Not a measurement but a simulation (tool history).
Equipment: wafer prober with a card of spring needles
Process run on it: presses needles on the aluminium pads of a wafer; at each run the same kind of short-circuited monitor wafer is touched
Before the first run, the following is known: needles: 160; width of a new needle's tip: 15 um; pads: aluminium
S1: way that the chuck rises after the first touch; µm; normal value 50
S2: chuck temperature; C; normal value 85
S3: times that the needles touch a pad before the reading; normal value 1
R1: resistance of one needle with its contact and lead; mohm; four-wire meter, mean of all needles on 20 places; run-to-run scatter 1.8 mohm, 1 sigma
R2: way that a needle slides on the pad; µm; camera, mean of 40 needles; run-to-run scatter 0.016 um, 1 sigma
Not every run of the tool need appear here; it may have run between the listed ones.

Run 1, hour 0.0: usual settings. Result: R1 197 mohm, R2 12.87 µm.
Run 2, hour 15.4: usual settings. Result: R1 257 mohm, R2 12.84 µm.
Run 3, hour 26.0: usual settings. Result: R1 277 mohm, R2 12.86 µm.
At hour 41.9: tips cleaned on abrasive film.
Run 4, hour 45.5: usual settings. Result: R1 217 mohm, R2 12.83 µm.
Run 5, hour 60.7: usual settings. Result: R1 267 mohm, R2 12.83 µm.
Run 6, hour 82.8: usual settings. Result: R1 298 mohm, R2 12.85 µm.
At hour 84.6: tips cleaned on abrasive film.
Run 7, hour 94.8: usual settings but S2 35 C, S3 2. Result: R1 222 mohm, R2 12.80 µm.
Run 8, hour 116.4: usual settings but S2 30 C, S3 3. Result: R1 218 mohm, R2 12.81 µm.
At hour 126.4: tips cleaned on abrasive film.
Run 9, hour 135.4: usual settings but S1 52 µm, S2 77 C, S3 3. Result: R1 212 mohm, R2 13.31 µm.
Run 10, hour 154.8: usual settings but S1 52 µm, S2 77 C, S3 3. Result: R1 221 mohm, R2 13.33 µm.
Run 11, hour 166.8: usual settings but S1 52 µm, S2 77 C, S3 3. Result: R1 226 mohm, R2 13.29 µm.
At hour 168.1: tips cleaned on abrasive film.
Run 12, hour 178.9: usual settings but S1 52 µm, S2 77 C, S3 3. Result: R1 209 mohm, R2 13.29 µm.

Each row is a separate what-if for the run after 12, all from the same tool condition, not one after another. Results?
Run A, hour 196.0: usual settings but S1 52 µm, S2 47 C. Result: R1 ?, R2 ?.
Run B, hour 196.0: usual settings but S1 37 µm, S2 53 C, S3 2. Result: R1 ?, R2 ?.
Run C, hour 196.0: usual settings but S3 3. Result: R1 ?, R2 ?.

run   R1     R2
  A  274  13.31
  B  296   9.43
  C  224  12.81
The same runs, with their run-to-run variation unchanged, on a tool lacking any hidden condition would have given:
run   R1     R2
  A  182  13.52
  B  193   9.64
  C  190  13.02
